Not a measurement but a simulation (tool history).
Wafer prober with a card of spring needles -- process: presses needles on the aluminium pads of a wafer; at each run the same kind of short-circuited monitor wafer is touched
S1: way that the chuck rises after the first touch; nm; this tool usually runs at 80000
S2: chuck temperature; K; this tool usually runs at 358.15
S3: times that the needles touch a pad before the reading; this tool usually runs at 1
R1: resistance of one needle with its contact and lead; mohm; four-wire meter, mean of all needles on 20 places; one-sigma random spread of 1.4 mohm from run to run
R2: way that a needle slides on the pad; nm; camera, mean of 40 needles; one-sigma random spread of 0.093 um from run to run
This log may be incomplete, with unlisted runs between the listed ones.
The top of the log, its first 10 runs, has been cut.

At hour 92.8: tips cleaned on abrasive film.
Run 11, hour 97.8: usual settings but S2 325.15 K. Result: R1 170 mohm, R2 15120 nm.
At hour 98.9: tips cleaned on abrasive film.
At hour 104.7: tips cleaned on abrasive film.
At hour 111: tips cleaned on abrasive film.
Run 12, hour 111.3: usual settings. Result: R1 130 mohm, R2 15030 nm.
At hour 116.8: tips cleaned on abrasive film.
Run 13, hour 119.4: usual settings. Result: R1 151 mohm, R2 14970 nm.
At hour 122.6: tips cleaned on abrasive film.
At hour 129: tips cleaned on abrasive film.
Run 14, hour 131.6: usual settings. Result: R1 154 mohm, R2 15050 nm.
At hour 135.3: tips cleaned on abrasive film.
At hour 141.1: tips cleaned on abrasive film.
Run 15, hour 141.1: usual settings but S2 301.15 K. Result: R1 121 mohm, R2 14850 nm.
At hour 147: tips cleaned on abrasive film.
Run 16, hour 149.8: usual settings but S1 84000 nm. Result: R1 156 mohm, R2 15710 nm.
At hour 153.4: tips cleaned on abrasive film.
Run 17, hour 157.1: usual settings but S1 74000 nm, S2 387.15 K, S3 2. Result: R1 158 mohm, R2 13430 nm.
At hour 159.6: tips cleaned on abrasive film.
At hour 165.6: tips cleaned on abrasive film.
Run 18, hour 165.6: usual settings but S1 76000 nm, S2 387.15 K, S3 2. Result: R1 134 mohm, R2 13940 nm.
At hour 172.1: tips cleaned on abrasive film.
At hour 172.4: height of the first contact set anew.
Run 19, hour 177.7: usual settings but S1 71000 nm, S2 368.15 K. Result: R1 182 mohm, R2 14260 nm.
At hour 178.9: tips cleaned on abrasive film.
At hour 184.8: tips cleaned on abrasive film.
Run 20, hour 184.9: usual settings but S1 71000 nm, S2 368.15 K. Result: R1 133 mohm, R2 14190 nm.
At hour 190.6: tips cleaned on abrasive film.
Run 21, hour 195.9: usual settings but S1 67000 nm, S2 300.15 K. Result: R1 182 mohm, R2 13420 nm.
At hour 197.2: tips cleaned on abrasive film.
At hour 203.5: tips cleaned on abrasive film.
Run 22, hour 205.4: usual settings but S1 78000 nm, S2 341.15 K, S3 3. Result: R1 128 mohm, R2 15640 nm.
At hour 209.6: tips cleaned on abrasive film.
At hour 215.8: tips cleaned on abrasive film.
Run 23, hour 218.9: usual settings but S1 83000 nm, S2 308.15 K. Result: R1 150 mohm, R2 16520 nm.
At hour 222.7: tips cleaned on abrasive film.
Run 24, hour 227.5: usual settings but S2 302.15 K, S3 2. Result: R1 146 mohm, R2 15830 nm.
At hour 229.5: tips cleaned on abrasive film.
At hour 235.6: tips cleaned on abrasive film.
Run 25, hour 237.9: usual settings but S1 73000 nm. Result: R1 150 mohm, R2 14580 nm.
At hour 241.7: tips cleaned on abrasive film.
At hour 248.4: tips cleaned on abrasive film.
Run 26, hour 250.7: usual settings but S1 71000 nm, S2 369.15 K, S3 3. Result: R1 140 mohm, R2 13890 nm.
At hour 254.9: tips cleaned on abrasive film.
Run 27, hour 258.5: usual settings but S1 71000 nm, S2 369.15 K, S3 2. Result: R1 151 mohm, R2 13930 nm.
At hour 261.7: tips cleaned on abrasive film.
At hour 268.4: tips cleaned on abrasive film.
Run 28, hour 271.5: usual settings but S1 71000 nm, S2 369.15 K, S3 2. Result: R1 153 mohm, R2 13910 nm.
At hour 274.3: tips cleaned on abrasive film.
At hour 280.6: tips cleaned on abrasive film.
Run 29, hour 283.6: usual settings but S1 71000 nm, S2 369.15 K, S3 2. Result: R1 153 mohm, R2 13720 nm.
At hour 287: tips cleaned on abrasive film.
At hour 293.2: tips cleaned on abrasive film.
Run 30, hour 295.8: usual settings but S1 82000 nm, S2 369.15 K, S3 3. Result: R1 133 mohm, R2 16070 nm.

Here are 3 independent what-if runs from the current tool condition. What would each one return?
At hour 299.9: tips cleaned on abrasive film.
At hour 306: tips cleaned on abrasive film.
Run A, hour 306.2: usual settings but S1 82000 nm, S2 311.15 K, S3 2. Result: R1 ?, R2 ?.
At hour 299.9: tips cleaned on abrasive film.
At hour 306: tips cleaned on abrasive film.
Run B, hour 306.2: usual settings but S1 77000 nm, S2 298.15 K, S3 3. Result: R1 ?, R2 ?.
At hour 299.9: tips cleaned on abrasive film.
At hour 306: tips cleaned on abrasive film.
Run C, hour 306.2: usual settings but S1 97000 nm, S2 368.15 K, S3 2. Result: R1 ?, R2 ?.

run   R1     R2
  A  119  15850
  B  119  15050
  C  123  18930
Without the tool's unlogged condition, the same runs would have read:
run   R1     R2
  A  114  16320
  B  114  15520
  C  119  19400

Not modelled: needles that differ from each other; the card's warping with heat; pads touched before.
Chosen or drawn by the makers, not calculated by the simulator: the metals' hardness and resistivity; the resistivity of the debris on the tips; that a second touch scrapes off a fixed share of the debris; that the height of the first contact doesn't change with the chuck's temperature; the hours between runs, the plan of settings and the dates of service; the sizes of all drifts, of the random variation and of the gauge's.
